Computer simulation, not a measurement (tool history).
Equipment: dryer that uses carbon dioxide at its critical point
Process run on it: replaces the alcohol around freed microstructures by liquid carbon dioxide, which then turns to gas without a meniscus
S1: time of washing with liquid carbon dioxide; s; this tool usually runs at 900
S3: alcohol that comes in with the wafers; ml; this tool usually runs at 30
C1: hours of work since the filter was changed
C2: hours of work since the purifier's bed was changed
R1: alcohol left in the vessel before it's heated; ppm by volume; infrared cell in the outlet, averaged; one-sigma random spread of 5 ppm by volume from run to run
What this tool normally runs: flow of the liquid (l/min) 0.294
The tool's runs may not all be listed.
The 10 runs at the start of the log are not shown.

{"run": 11, "hour": 133.2, "S1": 840, "flow of the liquid (l/min)": 0.333, "S3": 29, "C1": 198, "C2": 403, "R1": 50}
{"run": 12, "hour": 156.3, "S1": 900, "flow of the liquid (l/min)": 0.294, "S3": 106, "C1": 212, "C2": 417, "R1": 176}
{"run": 13, "hour": 178.2, "S1": 900, "flow of the liquid (l/min)": 0.294, "S3": 54, "C1": 224, "C2": 430, "R1": 97}
{"run": 14, "hour": 197.7, "S1": 900, "flow of the liquid (l/min)": 0.442, "S3": 54, "C1": 236, "C2": 441, "R1": 30}
{"run": 15, "hour": 213.5, "S1": 900, "flow of the liquid (l/min)": 0.277, "S3": 30, "C1": 245, "C2": 450, "R1": 96}
{"run": 16, "hour": 227.1, "S1": 900, "flow of the liquid (l/min)": 0.277, "S3": 30, "C1": 253, "C2": 458, "R1": 96}
{"run": 17, "hour": 244.5, "S1": 900, "flow of the liquid (l/min)": 0.277, "S3": 30, "C1": 263, "C2": 468, "R1": 102}
{"run": 18, "hour": 258.5, "S1": 900, "flow of the liquid (l/min)": 0.277, "S3": 30, "C1": 271, "C2": 477, "R1": 106}
{"run": 19, "hour": 272.3, "S1": 900, "flow of the liquid (l/min)": 0.277, "S3": 30, "C1": 279, "C2": 485, "R1": 96}
{"run": 20, "hour": 288.7, "S1": 900, "flow of the liquid (l/min)": 0.343, "S3": 30, "C1": 289, "C2": 494, "R1": 46}
{"run": 21, "hour": 310.8, "S1": 900, "flow of the liquid (l/min)": 0.343, "S3": 30, "C1": 302, "C2": 507, "R1": 47}
{"run": 22, "hour": 320.5, "S1": 900, "flow of the liquid (l/min)": 0.343, "S3": 30, "C1": 308, "C2": 513, "R1": 40}
{"run": 23, "hour": 341.8, "S1": 900, "flow of the liquid (l/min)": 0.294, "S3": 79, "C1": 320, "C2": 525, "R1": 153}
{"hour": 350.3, "done": "inlet filter changed"}
{"run": 24, "hour": 365.4, "S1": 900, "flow of the liquid (l/min)": 0.294, "S3": 79, "C1": 9, "C2": 538, "R1": 103}
{"run": 25, "hour": 386.7, "S1": 720, "flow of the liquid (l/min)": 0.262, "S3": 79, "C1": 21, "C2": 551, "R1": 719}

The next listed run, before its measurement:
{"run": 26, "hour": 408.5, "S1": 720, "flow of the liquid (l/min)": 0.262, "S3": 79, "C1": 34, "C2": 564, "R1": "?"}

R1: 730 ppm by volume
With the hidden condition absent and the run-to-run variation left alone, this run would have shown R1 668 ppm by volume.
